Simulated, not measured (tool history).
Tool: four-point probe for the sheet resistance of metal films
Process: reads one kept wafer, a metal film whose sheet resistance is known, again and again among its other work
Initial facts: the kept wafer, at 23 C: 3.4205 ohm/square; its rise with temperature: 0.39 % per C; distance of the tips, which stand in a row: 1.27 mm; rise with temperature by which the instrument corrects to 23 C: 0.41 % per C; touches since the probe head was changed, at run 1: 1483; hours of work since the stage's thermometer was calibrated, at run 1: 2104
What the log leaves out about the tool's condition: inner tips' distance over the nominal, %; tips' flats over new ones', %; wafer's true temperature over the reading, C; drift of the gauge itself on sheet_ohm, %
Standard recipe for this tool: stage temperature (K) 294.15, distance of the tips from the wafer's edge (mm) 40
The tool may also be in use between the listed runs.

run     day  stage temperature (K)  distance of the tips from the wafer's edge (mm)  touches since the probe head was changed  hours of work since the stage's thermometer was calibrated  sheet resistance as the instrument gives it (ohm/square)
  1   0.000                 294.15                                               40                                      1483                                                        2104                                                  3.423045
  2   1.138                 294.15                                               40                                      1835                                                        2117                                                  3.422192
  3   2.442                 294.15                                               40                                      2239                                                        2133                                                  3.423910
  4   3.592                 294.15                                               40                                      2596                                                        2147                                                  3.423133
  5   4.988                 294.15                                               40                                      3028                                                        2163                                                  3.423612
  6   5.879                 294.15                                               40                                      3305                                                        2174                                                  3.424033
  7   7.308                 294.15                                               40                                      3747                                                        2191                                                  3.423847
  8   8.612                 294.15                                               40                                      4151                                                        2206                                                  3.424141
  9   9.717                 294.15                                               40                                      4494                                                        2219                                                  3.424636
 10  10.379                 294.15                                               15                                      4698                                                        2227                                                  3.436169
 11  11.300                 294.15                                               15                                      4984                                                        2238                                                  3.434353
 12  12.583                 294.15                                                4                                      5382                                                        2253                                                  3.596062
 13  13.325                 294.15                                                4                                      5612                                                        2262                                                  3.600038
 14  14.629                 294.15                                                4                                      6015                                                        2277                                                  3.597464
 15  15.500                 294.15                                                4                                      6285                                                        2288                                                  3.597367
 16  16.683                 294.15                                               10                                      6653                                                        2302                                                  3.451857
 17  18.012                 294.15                                               10                                      7064                                                        2317                                                  3.450515
 18  19.025                 292.15                                               10                                      7377                                                        2329                                                  3.454912
 19  20.467                 292.15                                               10                                      7825                                                        2346                                                  3.452370
 20  21.575                 294.15                                               40                                      8167                                                        2359                                                  3.424308
 21  22.254                 294.15                                               40                                      8378                                                        2367                                                  3.423253
 22  23.267                 294.15                                               55                                      8692                                                        2379                                                  3.422359
 23  24.750                 302.15                                               69                                      9152                                                        2397                                                  3.417504
 24  25.879                 302.15                                               69                                      9502                                                        2410                                                  3.416536
 25  26.842                 295.15                                                4                                      9800                                                        2422                                                  3.596686
 26  28.246                 295.15                                                4                                     10234                                                        2438                                                  3.595729
     28.896  -- stage's thermometer calibrated
 27  29.321                 300.15                                                5                                     10562                                                           5                                                  3.532332
 28  30.388                 297.15                                                6                                     10892                                                          18                                                  3.500736
 29  31.083                 301.15                                                6                                     11108                                                          26                                                  3.497450
 30  32.479                 299.15                                               13                                     11540                                                          42                                                  3.436438
 31  33.371                 293.15                                                5                                     11817                                                          53                                                  3.537855
 32  34.058                 297.15                                               31                                     12029                                                          61                                                  3.422568
 33  35.054                 292.15                                                8                                     12338                                                          73                                                  3.468029
 34  35.717                 292.15                                                8                                     12544                                                          81                                                  3.468212
 35  36.483                 304.15                                               44                                     12780                                                          90                                                  3.416906
 36  37.425                 297.15                                               69                                     13072                                                         101                                                  3.420177
 37  38.679                 297.15                                               69                                     13462                                                         116                                                  3.420625
 38  39.600                 297.15                                               26                                     13747                                                         127                                                  3.424722
 39  40.350                 295.15                                               10                                     13979                                                         136                                                  3.450777
 40  41.800                 294.15                                               52                                     14428                                                         153                                                  3.423666
 41  42.462                 294.15                                               52                                     14633                                                         161                                                  3.422041
 42  43.796                 294.15                                               52                                     15047                                                         176                                                  3.423911
 43  44.804                 293.15                                               18                                     15359                                                         188                                                  3.431090

Hidden condition of the tool, last listed run before each entry between runs versus first listed run after:
From run 26 to run 27: stage's thermometer calibrated (day 28.896)
  inner tips' distance over the nominal, %: 0.002 -> 0.001; wafer's true temperature over the reading, C: -0.01 -> 0
